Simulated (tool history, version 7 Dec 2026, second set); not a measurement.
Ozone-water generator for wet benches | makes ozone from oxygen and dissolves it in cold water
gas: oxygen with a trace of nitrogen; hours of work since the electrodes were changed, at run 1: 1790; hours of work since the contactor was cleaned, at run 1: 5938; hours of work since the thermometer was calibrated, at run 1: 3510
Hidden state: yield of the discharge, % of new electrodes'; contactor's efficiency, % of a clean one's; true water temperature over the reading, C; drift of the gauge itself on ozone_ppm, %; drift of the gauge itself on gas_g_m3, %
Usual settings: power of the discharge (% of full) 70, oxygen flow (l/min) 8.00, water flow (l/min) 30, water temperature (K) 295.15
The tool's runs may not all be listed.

run,hour,power of the discharge (% of full),oxygen flow (l/min),water flow (l/min),water temperature (K),hours of work since the electrodes were changed,hours of work since the contactor was cleaned,hours of work since the thermometer was calibrated,dissolved ozone (ppm),ozone in the gas ahead of the water (g/m3)
1,0.0,70,8.00,30,295.15,1790,5938,3510,17.5,166.0
2,58.9,70,8.00,30,295.15,1847,5995,3567,17.3,164.0
3,122.5,67,8.00,30,295.15,1908,6056,3628,16.8,163.4
4,187.7,67,8.00,30,295.15,1971,6119,3691,16.6,162.0
5,247.4,67,8.00,30,295.15,2029,6177,3749,16.9,160.4
6,302.0,67,8.00,30,295.15,2081,6230,3801,16.9,161.6
7,336.7,67,8.00,30,295.15,2115,6263,3835,16.6,159.5
8,388.8,67,8.00,30,295.15,2165,6313,3885,16.7,160.6
9,450.7,48,8.00,30,295.15,2225,6373,3945,13.8,134.4
10,492.5,70,8.00,30,296.15,2265,6413,3985,16.7,165.3
11,525.5,70,8.00,30,295.15,2297,6445,4017,17.1,165.3
12,563.6,97,8.00,30,295.15,2334,6482,4054,20.8,198.0
13,608.9,70,6.67,30,295.15,2377,6526,4097,16.8,180.4
14,670.9,70,8.00,30,295.15,2437,6585,4157,17.1,162.7
15,741.8,70,8.00,30,295.15,2505,6654,4226,16.8,165.7
16,797.6,47,8.00,30,295.15,2559,6708,4279,13.5,133.1
# hour 853.4: water thermometer calibrated
17,861.7,47,8.00,30,295.15,2621,6769,8,13.9,132.7
# hour 871.4: contactor cleaned
18,935.8,70,4.31,38,295.15,2688,62,76,12.7,222.2
19,1014.2,43,4.31,35,295.15,2764,138,151,10.5,170.4
20,1047.8,70,4.45,30,301.15,2796,170,184,14.7,217.6
21,1096.3,99,8.00,30,294.15,2843,217,230,20.6,198.3
# hour 1122.6: contactor cleaned, once more
22,1137.7,70,12.36,30,289.15,2879,14,266,19.3,132.3
23,1178.3,70,12.36,30,289.15,2918,54,306,18.9,132.9
24,1230.9,70,12.36,30,289.15,2969,104,356,19.3,134.2
25,1266.9,44,6.54,30,289.15,3004,139,391,14.4,139.0
26,1313.9,44,6.54,30,289.15,3049,184,436,14.4,138.5
27,1371.5,44,6.54,30,289.15,3105,240,492,14.4,140.5
28,1440.1,43,8.00,30,295.15,3171,306,558,13.5,123.7
29,1504.1,43,8.00,30,295.15,3233,368,620,13.4,124.9
30,1538.0,43,8.68,30,296.15,3265,401,653,13.2,119.4
31,1607.4,43,8.68,30,296.15,3332,468,720,13.0,121.1
32,1639.9,63,10.86,30,296.15,3363,499,751,15.8,132.1

Measured less the same run without the tool's hidden state. The same run-to-run variation is in both; the gauge's scatter may not be:
run,dissolved ozone (ppm),ozone in the gas ahead of the water (g/m3)
1,-0.8,-3.4
2,-0.9,-3.5
3,-0.8,-3.5
4,-0.9,-3.5
5,-0.8,-3.7
6,-0.9,-3.7
7,-0.9,-3.8
8,-0.9,-3.9
9,-0.7,-2.6
10,-1.0,-4.3
11,-1.0,-4.3
12,-1.3,-6.3
13,-1.0,-4.9
14,-1.1,-4.6
15,-1.0,-4.8
16,-0.8,-3.0
17,-0.7,-3.1
18,-1.2,-6.9
19,-0.9,-3.9
20,-1.3,-7.1
21,-2.0,-7.8
22,-0.7,-4.5
23,-0.8,-4.5
24,-0.8,-4.6
25,-0.5,-3.6
26,-0.5,-3.6
27,-0.5,-3.7
28,-0.4,-3.4
29,-0.4,-3.4
30,-0.5,-3.3
31,-0.5,-3.4
32,-0.7,-4.9

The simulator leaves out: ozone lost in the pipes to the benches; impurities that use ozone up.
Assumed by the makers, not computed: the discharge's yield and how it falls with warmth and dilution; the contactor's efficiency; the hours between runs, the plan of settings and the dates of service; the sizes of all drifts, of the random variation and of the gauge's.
